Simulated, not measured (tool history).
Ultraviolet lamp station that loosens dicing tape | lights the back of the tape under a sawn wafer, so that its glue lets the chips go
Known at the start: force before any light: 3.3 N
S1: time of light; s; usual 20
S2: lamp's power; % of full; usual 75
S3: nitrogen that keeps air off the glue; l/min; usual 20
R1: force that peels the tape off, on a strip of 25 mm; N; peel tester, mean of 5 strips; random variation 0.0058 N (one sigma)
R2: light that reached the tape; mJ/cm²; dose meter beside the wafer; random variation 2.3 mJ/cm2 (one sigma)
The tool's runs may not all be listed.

run    hour  S1  S2  S3     R1   R2
  1       0  20  75  20  0.156  205
  2    39.1  20  75  20  0.143  207
  3    61.7  20  60  20  0.255  166
  4    93.3  20  89  20  0.105  246
  5     127  20  89  20  0.095  247
  6   153.5  20  89  20  0.098  242
  7   170.7  20  87  20  0.094  244
  8   208.5  20  87  20  0.113  241
  9   224.6  20  87  20  0.105  239
 10   249.3  20  87  20   0.11  239
 11   277.9  20  87  20  0.104  244
 12   305.9  20  75  20  0.145  209
 13   331.7  20  75  15  0.165  207
 14   360.9  20  75  15  0.179  206
 15   398.4  20  75  20  0.154  206
 16   419.8  20  75  20  0.143  209
 17   445.5  20  88  20  0.105  244
 18     473  20  75  20  0.144  206
 19   491.5  20  75  20   0.15  207
 20   520.2  20  75  20  0.146  210
 21   539.1  20  75  20  0.152  206
 22   557.5  20  75  20  0.151  205
 23     578  19  84  16   0.15  219
 24   600.7  19  84  16  0.152  220
 25   627.8  31  89  15  0.062  379
 26   647.6  13  83  20  0.308  149
 27   683.7  13  83  20  0.299  149
 28   715.2  13  83  20  0.298  148
 29   753.7  20  64   7  0.468  174
 30   792.1  18  80  11  0.266  199
 31   812.2  36  80  13  0.055  400
 32   841.1  36  80  13  0.058  399
 33   873.5  34  92  22  0.058  425
 34   892.9  34  92  22  0.052  432
 35   918.3  10  66  19  0.779   95
 36   940.2  33  66  38  0.045  300
 37   972.5  33  66  38   0.06  301
 38   990.6  34  66  38  0.053  305
 39  1016.9  22  75  20  0.116  224
 40  1056.4  22  75  20  0.125  228
 41  1089.2  21  70  17  0.174  204
 42  1116.3  37  79  27  0.044  403
 43  1140.4  36  71   8  0.086  351

Taken out of this log: 2 entries between the listed runs. Where each belongs, and how the hidden state differs across it:
Between runs 2 and 3: window cleaned of glue's vapour (hour 47.4)
  light that the window lets through, % of a clean one's: 99.9 -> 100
Between runs 31 and 32: window cleaned of glue's vapour (hour 823.2)
  light that the window lets through, % of a clean one's: 99.9 -> 100

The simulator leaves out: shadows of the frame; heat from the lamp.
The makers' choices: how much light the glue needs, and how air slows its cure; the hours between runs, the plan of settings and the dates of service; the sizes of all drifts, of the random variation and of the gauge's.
